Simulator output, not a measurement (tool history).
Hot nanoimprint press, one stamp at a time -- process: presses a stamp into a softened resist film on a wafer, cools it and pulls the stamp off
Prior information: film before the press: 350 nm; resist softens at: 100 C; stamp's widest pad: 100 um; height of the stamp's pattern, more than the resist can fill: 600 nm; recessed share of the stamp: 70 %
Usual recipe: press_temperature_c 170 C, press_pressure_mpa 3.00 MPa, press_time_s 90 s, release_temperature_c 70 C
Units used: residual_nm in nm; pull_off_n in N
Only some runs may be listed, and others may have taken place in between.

run,day,press_temperature_c,press_pressure_mpa,press_time_s,release_temperature_c,residual_nm,pull_off_n
1,0.000,170,3.00,90,70,184.9,169
2,1.138,170,3.00,90,70,185.9,178
3,2.825,181,3.00,90,70,143.7,176
4,4.592,181,3.00,90,70,142.6,187
5,6.112,181,3.00,90,70,142.8,193
6,7.592,181,3.00,90,70,142.8,193
7,9.696,181,3.00,90,70,142.8,206
8,10.625,181,3.00,90,70,142.0,211
9,11.783,170,3.00,97,70,179.5,208
10,13.600,170,3.00,97,70,179.3,215
11,15.283,170,3.00,97,70,180.6,225
12,16.783,170,3.00,90,70,182.9,232
13,17.971,170,3.00,90,71,182.0,227
14,19.767,170,3.00,90,71,183.2,238
15,21.204,170,3.00,90,70,182.6,237
16,22.658,170,3.00,90,70,182.6,243
# day 23.404: plate thermocouple calibrated
17,24.117,170,3.00,90,70,193.8,263
18,25.100,158,3.58,51,67,269.9,281
# day 25.708: stamp cleaned and given a new release coat
19,27.017,161,3.48,48,61,260.0,197
20,29.275,166,4.09,142,67,159.7,187
21,31.008,178,2.38,142,67,152.2,191
22,32.388,178,2.38,142,67,152.6,190
23,34.275,178,2.38,142,67,151.8,198
24,35.792,177,2.38,142,67,156.0,208
25,36.917,177,3.00,90,70,163.7,195
26,38.504,177,3.00,90,70,162.1,209
27,39.462,170,2.49,90,70,206.5,207
# day 40.133: press's hydraulic seals changed and the load cell set to zero
28,41.212,170,3.00,80,64,189.6,250
29,43.158,170,3.00,80,64,190.4,256

Below are 5 alternative next runs, each starting from the tool's condition after run 29. Predict each:
A,44.179,170,3.00,129,70,?,?
B,44.179,166,3.00,90,70,?,?
C,44.179,170,3.00,128,74,?,?
D,44.179,170,3.00,80,63,?,?
E,44.179,170,2.23,90,70,?,?

run,residual_nm,pull_off_n
A,162.0,217
B,201.4,217
C,162.4,203
D,189.7,260
E,209.8,221
Without the tool's hidden state the same runs would have given:
run,residual_nm,pull_off_n
A,166.2,157
B,206.4,157
C,166.7,147
D,194.3,187
E,214.7,160
